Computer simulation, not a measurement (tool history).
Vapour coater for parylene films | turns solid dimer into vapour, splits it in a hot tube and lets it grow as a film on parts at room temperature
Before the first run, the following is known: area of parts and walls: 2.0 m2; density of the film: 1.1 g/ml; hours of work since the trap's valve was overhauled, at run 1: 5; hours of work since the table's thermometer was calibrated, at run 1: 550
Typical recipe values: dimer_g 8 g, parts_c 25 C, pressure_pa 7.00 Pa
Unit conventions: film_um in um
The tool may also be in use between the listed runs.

run   hour  dimer_g  parts_c  pressure_pa  hours of work since the trap's valve was overhauled  hours of work since the table's thermometer was calibrated  film_um
  1    0.0        8       25         7.00                                                    5                                                         550     1.79
  2   14.1        8       25        10.48                                                   16                                                         561     1.65
  3   34.2        8       25        10.48                                                   32                                                         576     1.65
  4   51.9        8       22         7.00                                                   46                                                         590     1.89
  5   65.3        8       22         7.00                                                   56                                                         601     1.90
  6   75.5        8       22         7.00                                                   64                                                         608     1.89
  7   97.2        9       25         7.00                                                   81                                                         625     1.97
  8  110.4        9       25         7.00                                                   91                                                         636     1.98
  9  126.9        4       25         7.00                                                  104                                                         648     0.87
 10  146.9        8       25         2.54                                                  120                                                         664     2.12
 11  158.0        8       25         2.54                                                  128                                                         673     2.13
 12  167.3        8       25         2.54                                                  136                                                         680     2.09
 13  177.2        4       17         7.00                                                  143                                                         688     1.04
 14  199.0        8       24        11.25                                                  160                                                         704     1.61
 15  220.2        7       34         5.18                                                  177                                                         721     1.28
 16  236.3        4       25        10.55                                                  189                                                         733     0.79
 17  252.9       12       19        10.55                                                  202                                                         746     2.70
 18  271.4       10       31         2.64                                                  216                                                         761     2.24
 19  293.2        8       19         7.00                                                  233                                                         778     1.94
 20  304.4        8       28         7.00                                                  242                                                         786     1.56
 21  314.0       12       18         2.04                                                  250                                                         794     3.76
 22  331.6        8       37         7.56                                                  263                                                         808     1.24
 23  351.6        8       37         7.56                                                  279                                                         823     1.25
 24  369.7        6       23         7.00                                                  293                                                         837     1.29

Same runs, no hidden state in the tool, same run-to-run variation:
Hidden state present: vapour lost through the trap's worn valve, %; true temperature of the parts over the reading, C; drift of the gauge itself on film_um, %.
run  film_um
  1     1.80
  2     1.67
  3     1.67
  4     1.92
  5     1.94
  6     1.93
  7     2.03
  8     2.04
  9     0.90
 10     2.20
 11     2.22
 12     2.18
 13     1.09
 14     1.69
 15     1.35
 16     0.84
 17     2.87
 18     2.39
 19     2.08
 20     1.68
 21     4.05
 22     1.34
 23     1.36
 24     1.41

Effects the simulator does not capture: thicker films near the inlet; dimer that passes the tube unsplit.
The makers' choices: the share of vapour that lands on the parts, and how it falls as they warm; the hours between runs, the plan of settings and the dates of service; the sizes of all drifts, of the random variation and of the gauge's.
